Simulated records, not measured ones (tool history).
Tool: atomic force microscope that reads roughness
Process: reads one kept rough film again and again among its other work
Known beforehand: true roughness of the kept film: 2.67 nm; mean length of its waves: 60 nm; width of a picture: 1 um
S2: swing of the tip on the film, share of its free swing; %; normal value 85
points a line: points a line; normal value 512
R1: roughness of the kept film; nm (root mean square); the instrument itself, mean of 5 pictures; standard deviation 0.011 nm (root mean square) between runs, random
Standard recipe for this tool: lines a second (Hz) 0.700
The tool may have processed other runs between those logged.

{"run": 1, "hour": 0.0, "lines a second (Hz)": 0.7, "S2": 85, "points a line": 512, "R1": 2.47}
{"hour": 8.8, "done": "new tip fitted"}
{"run": 2, "hour": 20.8, "lines a second (Hz)": 0.7, "S2": 85, "points a line": 1001, "R1": 2.473}
{"run": 3, "hour": 36.1, "lines a second (Hz)": 3.408, "S2": 85, "points a line": 1001, "R1": 2.11}
{"hour": 41.5, "done": "new tip fitted"}
{"run": 4, "hour": 52.2, "lines a second (Hz)": 3.408, "S2": 85, "points a line": 1001, "R1": 2.11}
{"run": 5, "hour": 70.6, "lines a second (Hz)": 0.7, "S2": 89, "points a line": 512, "R1": 2.458}
{"hour": 73.3, "done": "new tip fitted"}
{"run": 6, "hour": 95.5, "lines a second (Hz)": 0.7, "S2": 89, "points a line": 512, "R1": 2.455}
{"hour": 106.5, "done": "new tip fitted"}
{"run": 7, "hour": 120.9, "lines a second (Hz)": 0.7, "S2": 85, "points a line": 512, "R1": 2.479}
{"hour": 139.5, "done": "new tip fitted"}
{"run": 8, "hour": 154.8, "lines a second (Hz)": 0.7, "S2": 85, "points a line": 539, "R1": 2.488}
{"hour": 170.6, "done": "new tip fitted"}
{"run": 9, "hour": 188.8, "lines a second (Hz)": 0.7, "S2": 85, "points a line": 539, "R1": 2.487}
{"hour": 202.4, "done": "new tip fitted"}
{"run": 10, "hour": 217.7, "lines a second (Hz)": 0.7, "S2": 85, "points a line": 539, "R1": 2.481}
{"run": 11, "hour": 232.3, "lines a second (Hz)": 0.7, "S2": 85, "points a line": 539, "R1": 2.465}
{"hour": 235.6, "done": "new tip fitted"}
{"run": 12, "hour": 249.4, "lines a second (Hz)": 0.7, "S2": 81, "points a line": 512, "R1": 2.488}
{"hour": 269.6, "done": "new tip fitted"}
{"run": 13, "hour": 272.7, "lines a second (Hz)": 0.699, "S2": 85, "points a line": 512, "R1": 2.484}
{"run": 14, "hour": 294.6, "lines a second (Hz)": 0.699, "S2": 85, "points a line": 593, "R1": 2.465}
{"hour": 301.5, "done": "new tip fitted"}
{"run": 15, "hour": 315.2, "lines a second (Hz)": 1.558, "S2": 67, "points a line": 691, "R1": 2.492}
{"hour": 333.5, "done": "new tip fitted"}
{"run": 16, "hour": 335.7, "lines a second (Hz)": 2.804, "S2": 60, "points a line": 415, "R1": 2.48}
{"run": 17, "hour": 356.6, "lines a second (Hz)": 1.804, "S2": 67, "points a line": 415, "R1": 2.478}
{"hour": 364.9, "done": "new tip fitted"}
{"run": 18, "hour": 390.7, "lines a second (Hz)": 1.891, "S2": 81, "points a line": 415, "R1": 2.343}
{"hour": 396.8, "done": "new tip fitted"}
{"run": 19, "hour": 406.5, "lines a second (Hz)": 3.408, "S2": 81, "points a line": 321, "R1": 2.183}
{"hour": 428.4, "done": "new tip fitted"}
{"run": 20, "hour": 437.5, "lines a second (Hz)": 2.109, "S2": 60, "points a line": 374, "R1": 2.515}
{"hour": 461.2, "done": "new tip fitted"}
{"run": 21, "hour": 462.3, "lines a second (Hz)": 0.7, "S2": 71, "points a line": 512, "R1": 2.524}
{"hour": 493.8, "done": "new tip fitted"}
{"run": 22, "hour": 496.7, "lines a second (Hz)": 0.7, "S2": 71, "points a line": 512, "R1": 2.534}
{"hour": 526.8, "done": "new tip fitted"}
{"run": 23, "hour": 529.3, "lines a second (Hz)": 0.7, "S2": 71, "points a line": 512, "R1": 2.541}
{"run": 24, "hour": 554.5, "lines a second (Hz)": 0.7, "S2": 71, "points a line": 512, "R1": 2.531}
{"hour": 559.5, "done": "new tip fitted"}
{"run": 25, "hour": 583.9, "lines a second (Hz)": 1.141, "S2": 62, "points a line": 988, "R1": 2.539}
{"hour": 591.4, "done": "new tip fitted"}
{"run": 26, "hour": 616.7, "lines a second (Hz)": 0.503, "S2": 85, "points a line": 893, "R1": 2.518}
{"hour": 622.9, "done": "new tip fitted"}
{"run": 27, "hour": 638.6, "lines a second (Hz)": 1.554, "S2": 69, "points a line": 836, "R1": 2.462}

Branching from run 27: 5 alternative next runs. What would each branch give?
{"hour": 654.2, "done": "new tip fitted"}
{"run": "A", "hour": 660.5, "lines a second (Hz)": 1.424, "S2": 67, "points a line": 571, "R1": "?"}
{"hour": 654.2, "done": "new tip fitted"}
{"run": "B", "hour": 660.5, "lines a second (Hz)": 0.7, "S2": 62, "points a line": 269, "R1": "?"}
{"hour": 654.2, "done": "new tip fitted"}
{"run": "C", "hour": 660.5, "lines a second (Hz)": 3.654, "S2": 56, "points a line": 293, "R1": "?"}
{"hour": 654.2, "done": "new tip fitted"}
{"run": "D", "hour": 660.5, "lines a second (Hz)": 0.7, "S2": 64, "points a line": 498, "R1": "?"}
{"hour": 654.2, "done": "new tip fitted"}
{"run": "E", "hour": 660.5, "lines a second (Hz)": 1.554, "S2": 86, "points a line": 681, "R1": "?"}

run=A R1=2.506
run=B R1=2.547
run=C R1=2.462
run=D R1=2.539
run=E R1=2.343
What these runs would have given with no unlogged condition in the tool:
run=A R1=2.507
run=B R1=2.547
run=C R1=2.462
run=D R1=2.539
run=E R1=2.343
